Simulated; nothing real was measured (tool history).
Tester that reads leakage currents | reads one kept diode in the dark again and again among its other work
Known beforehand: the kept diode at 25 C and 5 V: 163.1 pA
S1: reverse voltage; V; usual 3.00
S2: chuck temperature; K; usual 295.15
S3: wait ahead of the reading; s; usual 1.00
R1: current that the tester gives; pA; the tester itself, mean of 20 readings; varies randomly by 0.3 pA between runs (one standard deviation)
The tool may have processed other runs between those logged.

| run | hour | S1 | S2 | S3 | R1 |
|---|---|---|---|---|---|
| 1 | 0.0 | 3.00 | 295.15 | 1.00 | 103.48 |
| 2 | 100.6 | 3.00 | 295.15 | 1.00 | 103.98 |
| 3 | 251.5 | 3.00 | 295.15 | 1.00 | 105.39 |
| 4 | 331.8 | 3.00 | 295.15 | 1.00 | 105.69 |
| 5 | 435.8 | 3.00 | 295.15 | 1.00 | 106.93 |
| 6 | 553.0 | 3.00 | 295.15 | 1.00 | 107.40 |
| 7 | 662.9 | 3.00 | 295.15 | 1.00 | 108.22 |
| 8 | 762.9 | 3.00 | 295.15 | 1.00 | 108.96 |
| 9 | 869.0 | 3.00 | 295.15 | 1.00 | 109.81 |
| 10 | 1010.0 | 3.00 | 295.15 | 1.00 | 110.68 |
| 11 | 1081.9 | 3.00 | 295.15 | 9.27 | 110.24 |
| 12 | 1201.8 | 3.00 | 295.15 | 9.27 | 111.18 |
| 13 | 1282.2 | 3.00 | 295.15 | 1.00 | 112.26 |
| 14 | 1406.3 | 3.00 | 295.15 | 1.00 | 113.43 |
| 15 | 1529.8 | 3.00 | 295.15 | 1.00 | 113.88 |
| 16 | 1609.2 | 3.00 | 326.15 | 1.00 | 1534.14 |
| 17 | 1734.0 | 3.00 | 295.15 | 1.00 | 115.66 |
| 18 | 1872.8 | 3.00 | 295.15 | 1.00 | 117.79 |
| 19 | 2003.1 | 1.55 | 295.15 | 1.00 | 87.27 |
| 20 | 2114.5 | 1.55 | 304.15 | 1.00 | 194.60 |
| 21 | 2255.7 | 1.55 | 304.15 | 1.00 | 194.97 |
|  | 2353.3 | probe card cleaned and baked |
| 22 | 2353.3 | 1.55 | 304.15 | 1.00 | 193.40 |
| 23 | 2480.2 | 7.93 | 295.15 | 1.00 | 176.62 |
| 24 | 2579.3 | 7.93 | 295.15 | 1.00 | 177.68 |
| 25 | 2671.6 | 11.57 | 304.15 | 1.05 | 468.53 |
| 26 | 2778.4 | 11.57 | 304.15 | 0.41 | 481.21 |
|  | 2851.1 | chuck's temperature calibrated |
|  | 2868.3 | tester calibrated |
| 27 | 2906.3 | 2.78 | 319.15 | 1.00 | 784.76 |
| 28 | 2984.5 | 3.00 | 330.15 | 1.00 | 1932.57 |
| 29 | 3107.5 | 5.81 | 331.15 | 0.85 | 2767.43 |
| 30 | 3256.2 | 5.81 | 331.15 | 0.85 | 2797.24 |
| 31 | 3404.3 | 5.17 | 293.15 | 2.50 | 112.70 |
| 32 | 3481.9 | 1.79 | 320.15 | 5.50 | 721.88 |
| 33 | 3558.2 | 1.79 | 320.15 | 7.25 | 727.91 |
| 34 | 3703.0 | 1.96 | 324.15 | 0.43 | 1042.26 |
| 35 | 3834.0 | 1.96 | 324.15 | 0.89 | 1044.98 |
| 36 | 3933.1 | 1.96 | 324.15 | 5.93 | 1045.72 |
| 37 | 4071.7 | 9.67 | 295.15 | 1.00 | 192.87 |
| 38 | 4204.9 | 2.96 | 317.15 | 1.00 | 726.50 |
| 39 | 4315.9 | 2.96 | 317.15 | 1.00 | 732.57 |

Below are 4 alternative next runs, each starting from the tool's condition after run 39. Predict each:
| A | 4466.2 | 15.65 | 295.15 | 1.00 | ? |
| B | 4466.2 | 2.96 | 317.15 | 2.10 | ? |
| C | 4466.2 | 11.07 | 317.15 | 1.71 | ? |
| D | 4466.2 | 5.89 | 317.15 | 0.32 | ? |

| run | R1 |
|---|---|
| A | 255.34 |
| B | 732.66 |
| C | 1305.81 |
| D | 1003.50 |
Take away the tool's hidden state, keep each run's random variation, and the runs would have read:
| run | R1 |
|---|---|
| A | 206.70 |
| B | 680.70 |
| C | 1201.81 |
| D | 928.92 |

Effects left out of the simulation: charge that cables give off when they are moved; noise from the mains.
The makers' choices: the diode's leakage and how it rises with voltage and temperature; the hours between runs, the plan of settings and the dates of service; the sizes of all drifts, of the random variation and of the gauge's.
